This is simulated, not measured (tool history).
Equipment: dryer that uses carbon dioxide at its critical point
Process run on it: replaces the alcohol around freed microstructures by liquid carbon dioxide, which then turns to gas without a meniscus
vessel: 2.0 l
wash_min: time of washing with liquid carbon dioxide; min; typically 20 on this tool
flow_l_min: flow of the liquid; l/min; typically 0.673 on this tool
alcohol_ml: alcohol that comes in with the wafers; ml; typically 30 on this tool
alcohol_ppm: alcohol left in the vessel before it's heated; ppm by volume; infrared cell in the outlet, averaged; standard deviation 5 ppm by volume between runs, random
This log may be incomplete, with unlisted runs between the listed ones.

{"run": 1, "hour": 0.0, "wash_min": 20, "flow_l_min": 0.673, "alcohol_ml": 30, "alcohol_ppm": 75}
{"run": 2, "hour": 21.5, "wash_min": 20, "flow_l_min": 0.673, "alcohol_ml": 30, "alcohol_ppm": 67}
{"run": 3, "hour": 34.9, "wash_min": 20, "flow_l_min": 0.673, "alcohol_ml": 30, "alcohol_ppm": 79}
{"run": 4, "hour": 53.2, "wash_min": 20, "flow_l_min": 0.771, "alcohol_ml": 30, "alcohol_ppm": 57}
{"run": 5, "hour": 66.2, "wash_min": 20, "flow_l_min": 0.771, "alcohol_ml": 30, "alcohol_ppm": 64}
{"run": 6, "hour": 82.2, "wash_min": 20, "flow_l_min": 0.685, "alcohol_ml": 30, "alcohol_ppm": 100}
{"run": 7, "hour": 103.0, "wash_min": 20, "flow_l_min": 0.685, "alcohol_ml": 30, "alcohol_ppm": 92}
{"run": 8, "hour": 123.0, "wash_min": 12, "flow_l_min": 0.673, "alcohol_ml": 30, "alcohol_ppm": 586}
{"run": 9, "hour": 142.8, "wash_min": 12, "flow_l_min": 0.673, "alcohol_ml": 30, "alcohol_ppm": 626}
{"run": 10, "hour": 163.6, "wash_min": 20, "flow_l_min": 0.673, "alcohol_ml": 30, "alcohol_ppm": 127}
{"run": 11, "hour": 174.4, "wash_min": 20, "flow_l_min": 0.673, "alcohol_ml": 30, "alcohol_ppm": 124}
{"run": 12, "hour": 184.9, "wash_min": 32, "flow_l_min": 0.673, "alcohol_ml": 30, "alcohol_ppm": 49}
{"run": 13, "hour": 203.1, "wash_min": 32, "flow_l_min": 0.673, "alcohol_ml": 30, "alcohol_ppm": 60}
{"run": 14, "hour": 222.0, "wash_min": 32, "flow_l_min": 0.673, "alcohol_ml": 30, "alcohol_ppm": 68}
{"run": 15, "hour": 237.6, "wash_min": 32, "flow_l_min": 0.673, "alcohol_ml": 30, "alcohol_ppm": 60}
{"run": 16, "hour": 246.7, "wash_min": 32, "flow_l_min": 0.673, "alcohol_ml": 30, "alcohol_ppm": 78}
{"run": 17, "hour": 262.6, "wash_min": 32, "flow_l_min": 0.673, "alcohol_ml": 30, "alcohol_ppm": 69}
{"run": 18, "hour": 272.5, "wash_min": 32, "flow_l_min": 0.673, "alcohol_ml": 30, "alcohol_ppm": 79}
{"run": 19, "hour": 284.7, "wash_min": 20, "flow_l_min": 0.673, "alcohol_ml": 58, "alcohol_ppm": 154}
{"run": 20, "hour": 297.0, "wash_min": 20, "flow_l_min": 0.673, "alcohol_ml": 58, "alcohol_ppm": 148}
{"run": 21, "hour": 316.6, "wash_min": 20, "flow_l_min": 0.673, "alcohol_ml": 65, "alcohol_ppm": 172}
{"run": 22, "hour": 335.9, "wash_min": 20, "flow_l_min": 0.673, "alcohol_ml": 39, "alcohol_ppm": 138}
{"run": 23, "hour": 354.2, "wash_min": 20, "flow_l_min": 0.673, "alcohol_ml": 39, "alcohol_ppm": 147}
{"run": 24, "hour": 375.0, "wash_min": 19, "flow_l_min": 0.659, "alcohol_ml": 71, "alcohol_ppm": 281}
{"run": 25, "hour": 386.6, "wash_min": 19, "flow_l_min": 0.659, "alcohol_ml": 71, "alcohol_ppm": 285}
{"run": 26, "hour": 399.9, "wash_min": 19, "flow_l_min": 0.996, "alcohol_ml": 111, "alcohol_ppm": 108}
{"run": 27, "hour": 418.2, "wash_min": 19, "flow_l_min": 0.996, "alcohol_ml": 111, "alcohol_ppm": 123}
{"run": 28, "hour": 437.3, "wash_min": 19, "flow_l_min": 0.996, "alcohol_ml": 111, "alcohol_ppm": 131}
{"run": 29, "hour": 453.9, "wash_min": 15, "flow_l_min": 0.781, "alcohol_ml": 84, "alcohol_ppm": 488}
{"run": 30, "hour": 471.8, "wash_min": 26, "flow_l_min": 0.781, "alcohol_ml": 84, "alcohol_ppm": 117}
{"run": 31, "hour": 488.9, "wash_min": 26, "flow_l_min": 0.781, "alcohol_ml": 84, "alcohol_ppm": 111}
{"run": 32, "hour": 505.5, "wash_min": 26, "flow_l_min": 0.781, "alcohol_ml": 84, "alcohol_ppm": 125}
{"run": 33, "hour": 524.2, "wash_min": 26, "flow_l_min": 0.781, "alcohol_ml": 84, "alcohol_ppm": 123}
{"run": 34, "hour": 535.3, "wash_min": 26, "flow_l_min": 0.781, "alcohol_ml": 84, "alcohol_ppm": 128}
{"run": 35, "hour": 552.4, "wash_min": 16, "flow_l_min": 0.538, "alcohol_ml": 91, "alcohol_ppm": 1793}
{"run": 36, "hour": 573.3, "wash_min": 22, "flow_l_min": 0.911, "alcohol_ml": 62, "alcohol_ppm": 116}
{"run": 37, "hour": 585.2, "wash_min": 30, "flow_l_min": 0.558, "alcohol_ml": 36, "alcohol_ppm": 128}
{"run": 38, "hour": 598.7, "wash_min": 30, "flow_l_min": 0.558, "alcohol_ml": 36, "alcohol_ppm": 126}
{"run": 39, "hour": 613.6, "wash_min": 30, "flow_l_min": 0.558, "alcohol_ml": 36, "alcohol_ppm": 131}
{"run": 40, "hour": 633.8, "wash_min": 23, "flow_l_min": 0.715, "alcohol_ml": 36, "alcohol_ppm": 137}
{"run": 41, "hour": 650.4, "wash_min": 23, "flow_l_min": 0.715, "alcohol_ml": 36, "alcohol_ppm": 147}
{"run": 42, "hour": 667.5, "wash_min": 15, "flow_l_min": 0.673, "alcohol_ml": 113, "alcohol_ppm": 919}
{"run": 43, "hour": 677.5, "wash_min": 15, "flow_l_min": 0.673, "alcohol_ml": 113, "alcohol_ppm": 956}
{"run": 44, "hour": 699.0, "wash_min": 21, "flow_l_min": 0.703, "alcohol_ml": 107, "alcohol_ppm": 255}
{"run": 45, "hour": 712.6, "wash_min": 21, "flow_l_min": 0.862, "alcohol_ml": 30, "alcohol_ppm": 146}
{"run": 46, "hour": 724.9, "wash_min": 31, "flow_l_min": 0.839, "alcohol_ml": 31, "alcohol_ppm": 147}

Missing from the log above: 2 entries noted between runs. For each, name the pair of listed runs it sits between and say how the tool's hidden condition differs from the listed run just before to the listed run just after:
From run 18 to run 19: inlet filter changed (hour 278.5)
  flow that reaches the vessel past the clogged filter, %: 84.6 -> 99.2; alcohol in the recycled carbon dioxide, ppm: 71.1 -> 72.7
  measured result minus the result with no hidden state, alcohol_ppm: +69 -> +73 ppm by volume
From run 35 to run 36: inlet filter changed (hour 572)
  flow that reaches the vessel past the clogged filter, %: 85 -> 99.2; alcohol in the recycled carbon dioxide, ppm: 110.9 -> 113.6
  measured result minus the result with no hidden state, alcohol_ppm: +854 -> +108 ppm by volume
